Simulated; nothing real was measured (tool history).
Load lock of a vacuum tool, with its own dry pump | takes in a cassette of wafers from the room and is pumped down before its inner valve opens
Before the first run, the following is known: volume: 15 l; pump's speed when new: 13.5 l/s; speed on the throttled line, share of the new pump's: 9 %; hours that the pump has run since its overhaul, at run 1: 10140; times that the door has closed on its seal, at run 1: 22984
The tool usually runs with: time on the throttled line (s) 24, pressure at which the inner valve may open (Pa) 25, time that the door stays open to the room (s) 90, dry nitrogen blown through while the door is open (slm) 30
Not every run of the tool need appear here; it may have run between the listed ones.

| run | hour | time on the throttled line (s) | pressure at which the inner valve may open (Pa) | time that the door stays open to the room (s) | dry nitrogen blown through while the door is open (slm) | hours that the pump has run since its overhaul | times that the door has closed on its seal | incoming humidity of the room's air, % | time from the closed door until the inner valve may open (s) | rise of the pressure with all valves shut (Pa/min) |
|---|---|---|---|---|---|---|---|---|---|---|
| 1 | 0 | 24 | 25 | 90 | 30 | 10140 | 22984 | 44.5 | 31.78 | 0.148 |
| 2 | 281.8 | 24 | 25 | 90 | 30 | 10422 | 23997 | 45.1 | 31.84 | 0.149 |
| 3 | 473.2 | 24 | 25 | 90 | 30 | 10613 | 24685 | 45.6 | 31.87 | 0.168 |
| 4 | 734.6 | 24 | 25 | 90 | 30 | 10875 | 25626 | 41.9 | 31.87 | 0.168 |
| 5 | 1019.2 | 45 | 25 | 90 | 30 | 11159 | 26649 | 42.8 | 50.89 | 0.174 |
| 6 | 1319.2 | 45 | 25 | 90 | 30 | 11459 | 27728 | 42.8 | 50.57 | 0.182 |
| 7 | 1531.7 | 25 | 25 | 90 | 30 | 11672 | 28492 | 43.6 | 32.77 | 0.189 |
| 8 | 1842.7 | 24 | 25 | 90 | 24 | 11983 | 29611 | 47.2 | 32.04 | 0.214 |
| 9 | 2106.2 | 24 | 25 | 90 | 24 | 12246 | 30558 | 44.6 | 31.98 | 0.215 |
| 10 | 2361.4 | 24 | 25 | 137 | 30 | 12502 | 31476 | 43.1 | 32.21 | 0.226 |
| 11 | 2657.1 | 24 | 25 | 137 | 30 | 12797 | 32540 | 46.3 | 32.01 | 0.252 |
| 12 | 2849.9 | 24 | 25 | 90 | 30 | 12990 | 33233 | 45.8 | 32.08 | 0.238 |
| 13 | 3088 | 16 | 25 | 90 | 30 | 13228 | 34089 | 46.1 | 25.02 | 0.239 |
| 14 | 3240.4 | 16 | 25 | 90 | 30 | 13380 | 34637 | 46.9 | 25.03 | 0.247 |
| 15 | 3544.2 | 24 | 35 | 90 | 30 | 13684 | 35730 | 43.2 | 31.79 | 0.261 |
| 16 | 3733.1 | 24 | 35 | 90 | 30 | 13873 | 36409 | 43.1 | 31.83 | 0.256 |
| 17 | 3875.7 | 24 | 35 | 90 | 30 | 14016 | 36922 | 47.1 | 31.71 | 0.271 |
| 18 | 4155.6 | 24 | 25 | 90 | 30 | 14296 | 37929 | 44.8 | 32.18 | 0.28 |
| 19 | 4291.3 | 24 | 25 | 90 | 30 | 14431 | 38417 | 46 | 32.19 | 0.286 |
| 20 | 4541 | 24 | 25 | 90 | 30 | 14681 | 39315 | 47.4 | 32.33 | 0.297 |
| 21 | 4779.3 | 24 | 26 | 90 | 30 | 14919 | 40172 | 46.3 | 32.3 | 0.307 |
| 22 | 4933.8 | 16 | 32 | 27 | 5 | 15074 | 40727 | 46.1 | 24.85 | 0.304 |
| 23 | 5091.1 | 30 | 25 | 68 | 13 | 15231 | 41293 | 44.2 | 37.85 | 0.319 |
| 24 | 5305.4 | 21 | 25 | 62 | 30 | 15446 | 42064 | 45.5 | 29.72 | 0.309 |
| 25 | 5485.5 | 32 | 25 | 41 | 10 | 15626 | 42711 | 43.6 | 39.44 | 0.321 |
| 26 | 5713.5 | 32 | 25 | 41 | 10 | 15854 | 43531 | 47.3 | 39.39 | 0.338 |
| 27 | 5926.4 | 43 | 22 | 38 | 18 | 16066 | 44297 | 44.6 | 49.58 | 0.328 |
| 28 | 6124.2 | 24 | 25 | 90 | 14 | 16264 | 45008 | 41.9 | 32.55 | 0.367 |
| 29 | 6302.6 | 43 | 19 | 204 | 15 | 16443 | 45650 | 46.5 | 49.58 | 0.431 |
| 30 | 6558.5 | 12 | 43 | 41 | 18 | 16699 | 46570 | 42.3 | 20.98 | 0.354 |
| 31 | 6768.8 | 17 | 22 | 82 | 23 | 16909 | 47327 | 45.3 | 26.49 | 0.372 |
| 32 | 7016.4 | 24 | 25 | 90 | 20 | 17156 | 48217 | 47.4 | 32.44 | 0.407 |
| 33 | 7222 | 31 | 23 | 90 | 30 | 17362 | 48957 | 44.1 | 38.76 | 0.392 |
| 34 | 7456.7 | 23 | 25 | 52 | 5 | 17597 | 49801 | 43.9 | 31.67 | 0.414 |
| 35 | 7743 | 23 | 25 | 52 | 5 | 17883 | 50830 | 43.8 | 31.58 | 0.432 |
| 36 | 8004.3 | 24 | 25 | 56 | 30 | 18144 | 51770 | 44.3 | 32.52 | 0.414 |

Measured minus without-hidden-state, run by run (identical run-to-run variation in each term; gauge scatter may differ):
Hidden conditions of the tool in this case: pump's speed, % of a new pump's; leak at the door's seal, Pa l/s; drift of the gauge itself on ready_s, %; drift of the gauge itself on rise_pa_min, %.
| run | time from the closed door until the inner valve may open (s) | rise of the pressure with all valves shut (Pa/min) |
|---|---|---|
| 1 | +0.78 | +0.1 |
| 2 | +0.8 | +0.105 |
| 3 | +0.82 | +0.113 |
| 4 | +0.85 | +0.122 |
| 5 | +0.66 | +0.128 |
| 6 | +0.67 | +0.136 |
| 7 | +0.9 | +0.14 |
| 8 | +0.94 | +0.153 |
| 9 | +0.96 | +0.163 |
| 10 | +0.98 | +0.17 |
| 11 | +1.01 | +0.181 |
| 12 | +1.03 | +0.188 |
| 13 | +1.15 | +0.194 |
| 14 | +1.17 | +0.198 |
| 15 | +1.06 | +0.214 |
| 16 | +1.07 | +0.213 |
| 17 | +1.08 | +0.217 |
| 18 | +1.14 | +0.228 |
| 19 | +1.15 | +0.234 |
| 20 | +1.18 | +0.241 |
| 21 | +1.2 | +0.256 |
| 22 | +1.3 | +0.259 |
| 23 | +1.14 | +0.261 |
| 24 | +1.3 | +0.267 |
| 25 | +1.16 | +0.275 |
| 26 | +1.19 | +0.286 |
| 27 | +1.05 | +0.29 |
| 28 | +1.33 | +0.297 |
| 29 | +1.07 | +0.302 |
| 30 | +1.47 | +0.314 |
| 31 | +1.57 | +0.319 |
| 32 | +1.41 | +0.34 |
| 33 | +1.33 | +0.346 |
| 34 | +1.48 | +0.351 |
| 35 | +1.51 | +0.361 |
| 36 | +1.52 | +0.379 |

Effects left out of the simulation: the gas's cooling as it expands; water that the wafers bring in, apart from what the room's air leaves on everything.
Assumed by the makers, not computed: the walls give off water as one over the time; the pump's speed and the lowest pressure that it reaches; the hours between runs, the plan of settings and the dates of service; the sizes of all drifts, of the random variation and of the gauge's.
